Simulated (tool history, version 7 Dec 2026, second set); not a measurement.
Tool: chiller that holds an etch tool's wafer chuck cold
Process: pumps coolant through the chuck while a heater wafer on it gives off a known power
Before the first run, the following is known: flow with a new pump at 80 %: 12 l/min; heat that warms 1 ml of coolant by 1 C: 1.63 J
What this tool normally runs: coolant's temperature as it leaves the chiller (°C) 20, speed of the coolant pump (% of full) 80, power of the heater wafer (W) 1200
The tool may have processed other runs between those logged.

run	hour	coolant's temperature as it leaves the chiller (°C)	speed of the coolant pump (% of full)	power of the heater wafer (W)	chuck's temperature once it has settled (°C)	how much warmer the coolant comes back (C)
1	0.0	20	80	1200	29.37	3.70
2	21.2	20	80	1200	29.31	3.71
3	57.9	25	80	1200	34.31	3.72
4	101.4	25	80	1200	34.22	3.68
5	128.8	25	80	1200	34.30	3.70
6	153.5	20	80	1200	29.30	3.72
7	179.8	20	99	1200	28.30	3.03
8	198.2	20	99	797	25.32	2.01
9	236.1	20	99	1750	32.34	4.41
10	278.3	20	99	1750	32.32	4.37
11	300.1	20	99	1750	32.41	4.41
12	324.1	20	99	1750	32.23	4.41
13	349.2	24	99	1750	36.36	4.40
14	378.3	20	80	1200	29.55	3.76
15	413.7	20	80	1200	29.36	3.68
16	437.1	20	80	1712	33.64	5.33
17	461.4	22	95	1200	30.46	3.11
18	489.2	22	95	1200	30.49	3.03
19	515.6	22	95	1200	30.32	3.15
20	544.7	14	80	1215	23.46	3.80
21	584.5	14	80	1215	23.36	3.75
22	617.1	22	84	897	28.61	2.63
23	655.3	20	80	703	25.27	2.18
24	680.9	20	80	703	25.13	2.21
25	714.4	11	80	1200	20.39	3.72
26	734.9	10	80	843	16.39	2.64
27	766.2	21	90	1178	29.53	3.23
28	802.9	21	90	1178	29.46	3.28

What if the next run were any one of these 5? Each begins from the tool's condition after run 28:
A	830.0	14	81	1698	?	?
B	830.0	24	94	751	?	?
C	830.0	20	81	639	?	?
D	830.0	21	82	1178	?	?
E	830.0	27	97	1200	?	?

run	chuck's temperature once it has settled (°C)	how much warmer the coolant comes back (C)
A	27.45	5.23
B	29.10	2.02
C	24.55	1.95
D	30.05	3.57
E	35.28	3.10
Without the tool's hidden state the same runs would have given:
run	chuck's temperature once it has settled (°C)	how much warmer the coolant comes back (C)
A	26.77	5.15
B	29.28	1.99
C	24.78	1.92
D	29.82	3.52
E	35.10	3.05

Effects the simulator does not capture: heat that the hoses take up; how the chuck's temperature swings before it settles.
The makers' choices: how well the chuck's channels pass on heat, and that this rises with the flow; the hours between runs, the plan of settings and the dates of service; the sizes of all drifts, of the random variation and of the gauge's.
